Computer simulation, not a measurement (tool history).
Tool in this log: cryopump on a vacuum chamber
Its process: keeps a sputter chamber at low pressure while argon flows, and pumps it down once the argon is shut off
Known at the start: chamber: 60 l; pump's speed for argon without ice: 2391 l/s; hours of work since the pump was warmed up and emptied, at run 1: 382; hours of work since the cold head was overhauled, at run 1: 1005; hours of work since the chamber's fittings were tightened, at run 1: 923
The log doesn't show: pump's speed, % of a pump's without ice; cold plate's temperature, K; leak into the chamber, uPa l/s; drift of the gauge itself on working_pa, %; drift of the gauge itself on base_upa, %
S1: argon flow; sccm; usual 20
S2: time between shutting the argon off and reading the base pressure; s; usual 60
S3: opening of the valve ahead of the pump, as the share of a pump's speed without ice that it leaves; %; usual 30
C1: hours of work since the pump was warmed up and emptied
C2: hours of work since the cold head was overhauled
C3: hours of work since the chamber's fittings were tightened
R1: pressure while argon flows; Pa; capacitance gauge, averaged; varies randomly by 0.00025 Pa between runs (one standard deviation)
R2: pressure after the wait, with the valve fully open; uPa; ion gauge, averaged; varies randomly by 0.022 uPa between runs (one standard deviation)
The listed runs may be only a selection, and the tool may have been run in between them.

{"run": 1, "day": 0.0, "S1": 20, "S2": 60, "S3": 30, "C1": 382, "C2": 1005, "C3": 923, "R1": 0.0494, "R2": 0.98}
{"run": 2, "day": 1.329, "S1": 20, "S2": 60, "S3": 30, "C1": 408, "C2": 1031, "C3": 949, "R1": 0.0498, "R2": 1.05}
{"run": 3, "day": 1.942, "S1": 20, "S2": 60, "S3": 30, "C1": 420, "C2": 1043, "C3": 961, "R1": 0.05, "R2": 0.98}
{"run": 4, "day": 2.938, "S1": 20, "S2": 60, "S3": 30, "C1": 440, "C2": 1062, "C3": 980, "R1": 0.05, "R2": 1.0}
{"run": 5, "day": 3.642, "S1": 20, "S2": 60, "S3": 30, "C1": 453, "C2": 1076, "C3": 994, "R1": 0.0502, "R2": 1.02}
{"run": 6, "day": 4.988, "S1": 20, "S2": 60, "S3": 30, "C1": 479, "C2": 1102, "C3": 1020, "R1": 0.0505, "R2": 1.04}
{"run": 7, "day": 6.088, "S1": 20, "S2": 60, "S3": 30, "C1": 501, "C2": 1123, "C3": 1041, "R1": 0.0506, "R2": 1.07}
{"run": 8, "day": 7.417, "S1": 20, "S2": 60, "S3": 30, "C1": 527, "C2": 1149, "C3": 1067, "R1": 0.0505, "R2": 1.09}
{"run": 9, "day": 8.588, "S1": 20, "S2": 60, "S3": 30, "C1": 549, "C2": 1172, "C3": 1090, "R1": 0.0506, "R2": 1.1}
{"run": 10, "day": 9.958, "S1": 20, "S2": 30, "S3": 30, "C1": 576, "C2": 1198, "C3": 1116, "R1": 0.0511, "R2": 1.59}
{"day": 10.65, "done": "pump warmed up, emptied and cooled again"}
{"run": 11, "day": 10.983, "S1": 20, "S2": 88, "S3": 30, "C1": 6, "C2": 1214, "C3": 1132, "R1": 0.0472, "R2": 0.84}
{"run": 12, "day": 11.725, "S1": 20, "S2": 60, "S3": 31, "C1": 21, "C2": 1229, "C3": 1147, "R1": 0.0459, "R2": 0.99}
{"run": 13, "day": 12.683, "S1": 20, "S2": 60, "S3": 31, "C1": 39, "C2": 1247, "C3": 1165, "R1": 0.0458, "R2": 1.0}
{"run": 14, "day": 13.904, "S1": 20, "S2": 60, "S3": 32, "C1": 63, "C2": 1271, "C3": 1189, "R1": 0.0446, "R2": 1.04}
{"run": 15, "day": 14.546, "S1": 20, "S2": 60, "S3": 37, "C1": 76, "C2": 1284, "C3": 1201, "R1": 0.0385, "R2": 1.06}
{"run": 16, "day": 15.921, "S1": 33, "S2": 60, "S3": 37, "C1": 102, "C2": 1310, "C3": 1228, "R1": 0.0646, "R2": 1.07}
{"run": 17, "day": 16.962, "S1": 11, "S2": 20, "S3": 30, "C1": 123, "C2": 1330, "C3": 1248, "R1": 0.0261, "R2": 2.04}
{"run": 18, "day": 18.208, "S1": 20, "S2": 51, "S3": 35, "C1": 147, "C2": 1355, "C3": 1273, "R1": 0.0411, "R2": 1.17}
{"run": 19, "day": 19.075, "S1": 20, "S2": 51, "S3": 35, "C1": 164, "C2": 1372, "C3": 1289, "R1": 0.0412, "R2": 1.21}
{"run": 20, "day": 19.842, "S1": 20, "S2": 79, "S3": 17, "C1": 179, "C2": 1386, "C3": 1304, "R1": 0.0843, "R2": 1.02}
{"run": 21, "day": 20.558, "S1": 40, "S2": 249, "S3": 17, "C1": 192, "C2": 1400, "C3": 1318, "R1": 0.1693, "R2": 0.77}
{"run": 22, "day": 21.525, "S1": 40, "S2": 249, "S3": 30, "C1": 211, "C2": 1419, "C3": 1337, "R1": 0.0973, "R2": 0.79}
{"run": 23, "day": 22.688, "S1": 21, "S2": 60, "S3": 30, "C1": 234, "C2": 1442, "C3": 1360, "R1": 0.051, "R2": 1.13}
{"run": 24, "day": 23.579, "S1": 21, "S2": 60, "S3": 30, "C1": 251, "C2": 1459, "C3": 1377, "R1": 0.052, "R2": 1.2}
{"run": 25, "day": 24.662, "S1": 24, "S2": 56, "S3": 36, "C1": 272, "C2": 1480, "C3": 1398, "R1": 0.0492, "R2": 1.18}
{"run": 26, "day": 26.05, "S1": 24, "S2": 56, "S3": 36, "C1": 299, "C2": 1507, "C3": 1425, "R1": 0.0496, "R2": 1.22}
{"run": 27, "day": 26.733, "S1": 24, "S2": 56, "S3": 36, "C1": 312, "C2": 1520, "C3": 1438, "R1": 0.0499, "R2": 1.23}
{"run": 28, "day": 27.554, "S1": 24, "S2": 56, "S3": 36, "C1": 328, "C2": 1536, "C3": 1454, "R1": 0.0499, "R2": 1.29}
{"run": 29, "day": 28.596, "S1": 20, "S2": 62, "S3": 30, "C1": 349, "C2": 1556, "C3": 1474, "R1": 0.0498, "R2": 1.19}
{"run": 30, "day": 29.442, "S1": 20, "S2": 62, "S3": 30, "C1": 365, "C2": 1573, "C3": 1491, "R1": 0.0498, "R2": 1.22}
{"run": 31, "day": 30.646, "S1": 20, "S2": 95, "S3": 42, "C1": 388, "C2": 1596, "C3": 1514, "R1": 0.0362, "R2": 1.12}
{"run": 32, "day": 31.425, "S1": 20, "S2": 95, "S3": 42, "C1": 404, "C2": 1611, "C3": 1529, "R1": 0.0366, "R2": 1.1}

Consider 4 possible next runs. They are alternatives, not a sequence: every one starts from the tool as it was left by run 32. What does each give?
{"run": "A", "day": 32.35, "S1": 20, "S2": 64, "S3": 30, "C1": 421, "C2": 1629, "C3": 1547, "R1": "?", "R2": "?"}
{"run": "B", "day": 32.35, "S1": 20, "S2": 60, "S3": 16, "C1": 421, "C2": 1629, "C3": 1547, "R1": "?", "R2": "?"}
{"run": "C", "day": 32.35, "S1": 11, "S2": 38, "S3": 16, "C1": 421, "C2": 1629, "C3": 1547, "R1": "?", "R2": "?"}
{"run": "D", "day": 32.35, "S1": 29, "S2": 95, "S3": 20, "C1": 421, "C2": 1629, "C3": 1547, "R1": "?", "R2": "?"}

run=A R1=0.0500 R2=1.29
run=B R1=0.0907 R2=1.25
run=C R1=0.0505 R2=1.56
run=D R1=0.1070 R2=1.11
Take away the tool's hidden state, keep each run's random variation, and the runs would have read:
run=A R1=0.0470 R2=0.59
run=B R1=0.0877 R2=0.56
run=C R1=0.0488 R2=0.86
run=D R1=0.1026 R2=0.42
